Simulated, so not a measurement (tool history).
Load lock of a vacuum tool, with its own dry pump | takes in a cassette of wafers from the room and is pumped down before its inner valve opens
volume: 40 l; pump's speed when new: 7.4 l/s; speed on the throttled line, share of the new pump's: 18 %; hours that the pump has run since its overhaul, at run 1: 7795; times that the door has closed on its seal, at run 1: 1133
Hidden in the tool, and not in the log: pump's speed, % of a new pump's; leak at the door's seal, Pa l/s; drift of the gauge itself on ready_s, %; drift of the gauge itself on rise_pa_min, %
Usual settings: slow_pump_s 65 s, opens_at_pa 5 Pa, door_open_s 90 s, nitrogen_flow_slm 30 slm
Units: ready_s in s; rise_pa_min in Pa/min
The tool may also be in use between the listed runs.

run     day  slow_pump_s  opens_at_pa  door_open_s  nitrogen_flow_slm  hours that the pump has run since its overhaul  times that the door has closed on its seal  incoming humidity of the room's air, %  ready_s  rise_pa_min
  1   0.000           65            5           90                 30                                            7795                                        1133                                    45.1    107.2        0.033
  2   3.733           65            5           90                 30                                            7885                                        1259                                    44.3    105.8        0.030
  3   7.542           65            5           56                 30                                            7976                                        1387                                    41.9    105.8        0.026
  4  10.429           65            5           56                 30                                            8046                                        1485                                    42.7    107.5        0.023
  5  12.262           65            5           56                 30                                            8090                                        1546                                    44.0    107.0        0.028
  6  14.667           65            5           56                 30                                            8147                                        1628                                    42.3    105.9        0.020
  7  16.708           65            5           56                 30                                            8196                                        1696                                    47.7    106.6        0.019
  8  20.612           65            5           56                 12                                            8290                                        1828                                    48.5    107.7        0.041
  9  24.596           65            5           56                 12                                            8386                                        1962                                    45.8    108.9        0.042
 10  28.146           65            5           90                 39                                            8471                                        2082                                    49.4    106.9        0.030
 11  31.446           65            5           41                 39                                            8550                                        2193                                    46.7    106.6        0.017
 12  33.788           65            9           90                 12                                            8606                                        2272                                    42.7    105.0        0.052

Forecast run 13:
 13  35.604           65            9           90                 12                                            8650                                        2333                                    45.4        ?            ?

Run 13 gave ready_s 103.0 s, rise_pa_min 0.053 Pa/min.
Without the tool's hidden state the same run would have given ready_s 103.0 s, rise_pa_min 0.053 Pa/min.

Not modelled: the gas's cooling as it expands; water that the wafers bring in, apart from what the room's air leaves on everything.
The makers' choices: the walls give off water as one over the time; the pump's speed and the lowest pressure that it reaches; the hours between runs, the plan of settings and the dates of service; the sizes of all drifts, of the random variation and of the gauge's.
